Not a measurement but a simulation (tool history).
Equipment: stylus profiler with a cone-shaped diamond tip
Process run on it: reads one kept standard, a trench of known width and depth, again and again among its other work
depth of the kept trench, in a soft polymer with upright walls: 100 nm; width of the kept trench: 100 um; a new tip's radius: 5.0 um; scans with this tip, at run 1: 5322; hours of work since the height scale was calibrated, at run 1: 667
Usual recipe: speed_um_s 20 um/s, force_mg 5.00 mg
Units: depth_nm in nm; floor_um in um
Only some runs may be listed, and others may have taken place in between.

run   hour  speed_um_s  force_mg  scans with this tip  hours of work since the height scale was calibrated  depth_nm  floor_um
  1    0.0          20      5.00                 5322                                                  667    102.50     97.71
  2   64.8          20      5.00                 5611                                                  703    102.35     97.63
  3  108.4          20      1.90                 5806                                                  728    101.29     97.57
  4  168.2          20      1.90                 6073                                                  761    101.26     97.59
  5  217.1          20      3.03                 6291                                                  789    101.92     97.55
  6  281.7          15      3.03                 6579                                                  825    101.81     97.56
  7  335.0          16      4.01                 6817                                                  855    102.28     97.60
  8  398.0          13      1.96                 7098                                                  890    101.52     97.53
  9  471.8          13      1.96                 7427                                                  931    101.46     97.50
 10  508.5          20      2.00                 7591                                                  952    101.64     97.49
 11  558.0           5     13.53                 7812                                                  979    104.51     97.51

Alternative continuations, all from the tool just after run 11; predict every row:
  A  614.2          10      1.87                 8063                                                 1011         ?         ?
  B  614.2           7      2.18                 8063                                                 1011         ?         ?
  C  614.2          55      5.00                 8063                                                 1011         ?         ?

run  depth_nm  floor_um
  A    101.42     97.49
  B    101.52     97.53
  C    102.55     97.35
Take away the tool's hidden state, keep each run's random variation, and the runs would have read:
run  depth_nm  floor_um
  A    100.89     97.93
  B    100.99     97.98
  C    102.02     97.80
